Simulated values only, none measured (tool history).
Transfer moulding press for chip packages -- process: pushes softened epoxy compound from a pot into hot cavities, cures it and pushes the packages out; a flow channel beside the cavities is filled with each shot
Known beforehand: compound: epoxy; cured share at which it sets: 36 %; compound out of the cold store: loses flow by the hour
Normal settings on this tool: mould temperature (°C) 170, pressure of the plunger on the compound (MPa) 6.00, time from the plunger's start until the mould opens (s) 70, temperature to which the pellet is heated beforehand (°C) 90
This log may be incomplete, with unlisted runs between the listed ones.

run,day,mould temperature (°C),pressure of the plunger on the compound (MPa),time from the plunger's start until the mould opens (s),temperature to which the pellet is heated beforehand (°C),incoming compound's hours out of the cold store,length that the compound runs in the flow channel (mm),greatest force on the pins that push the packages out (N)
1,0.000,170,6.00,70,90,26.9,773,753
2,0.571,170,6.00,70,90,46.9,711,803
# day 0.779: cavities cleaned with cleaning compound and waxed
3,1.508,170,6.00,70,90,44.9,713,762
4,1.929,170,6.00,70,90,44.8,730,773
5,2.375,170,6.00,67,90,29.3,754,955
# day 2.508: cavities cleaned with cleaning compound and waxed
6,3.192,170,6.00,67,98,25.4,756,777
7,3.771,170,6.00,70,90,28.7,754,818
# day 4.217: cavities cleaned with cleaning compound and waxed
8,4.267,170,7.01,70,90,37.5,790,610
9,5.158,170,7.01,70,90,20.1,823,760
10,5.596,169,6.00,70,90,40.2,715,834
# day 5.912: cavities cleaned with cleaning compound and waxed
11,6.525,169,6.00,70,90,43.0,717,771
12,7.250,169,6.00,70,90,10.6,784,916
# day 7.667: cavities cleaned with cleaning compound and waxed
13,8.096,169,6.00,70,90,29.6,743,756
14,8.875,169,6.00,70,90,22.1,757,860
# day 9.421: cavities cleaned with cleaning compound and waxed
15,9.604,165,6.00,103,90,42.4,710,491
16,10.004,170,7.50,76,98,26.9,819,604
17,10.421,170,7.50,76,98,17.2,858,664
18,10.967,168,6.00,70,80,25.4,731,976
# day 11.162: cavities cleaned with cleaning compound and waxed
19,11.933,168,6.00,70,80,11.4,781,929
20,12.450,168,6.00,70,80,30.3,731,914
# day 12.862: cavities cleaned with cleaning compound and waxed
21,13.212,168,5.23,70,98,41.9,657,730
22,13.683,176,6.00,70,90,35.6,696,583
23,14.371,176,6.00,70,90,28.5,718,606
# day 14.562: cavities cleaned with cleaning compound and waxed
24,15.296,170,4.77,95,90,21.6,655,503
25,15.767,176,6.99,94,97,39.1,739,522
# day 16.300: cavities cleaned with cleaning compound and waxed
26,16.667,176,5.51,75,93,8.6,722,509
# day 16.929: plunger's sealing rings changed
27,17.346,170,7.04,70,91,47.8,787,713
# day 18.121: cavities cleaned with cleaning compound and waxed
28,18.238,177,6.97,91,86,21.1,827,461

Forecast each of these 4 alternatives for the next run:
A,19.000,170,4.59,74,90,15.9,?,?
B,19.000,162,7.47,70,94,17.0,?,?
C,19.000,164,6.68,70,90,31.2,?,?
D,19.000,177,6.97,91,100,15.4,?,?

run,length that the compound runs in the flow channel (mm),greatest force on the pins that push the packages out (N)
A,699,702
B,877,1340
C,799,1131
D,844,538
What these runs would have given with no unlogged condition in the tool:
run,length that the compound runs in the flow channel (mm),greatest force on the pins that push the packages out (N)
A,706,587
B,886,1133
C,807,957
D,853,434

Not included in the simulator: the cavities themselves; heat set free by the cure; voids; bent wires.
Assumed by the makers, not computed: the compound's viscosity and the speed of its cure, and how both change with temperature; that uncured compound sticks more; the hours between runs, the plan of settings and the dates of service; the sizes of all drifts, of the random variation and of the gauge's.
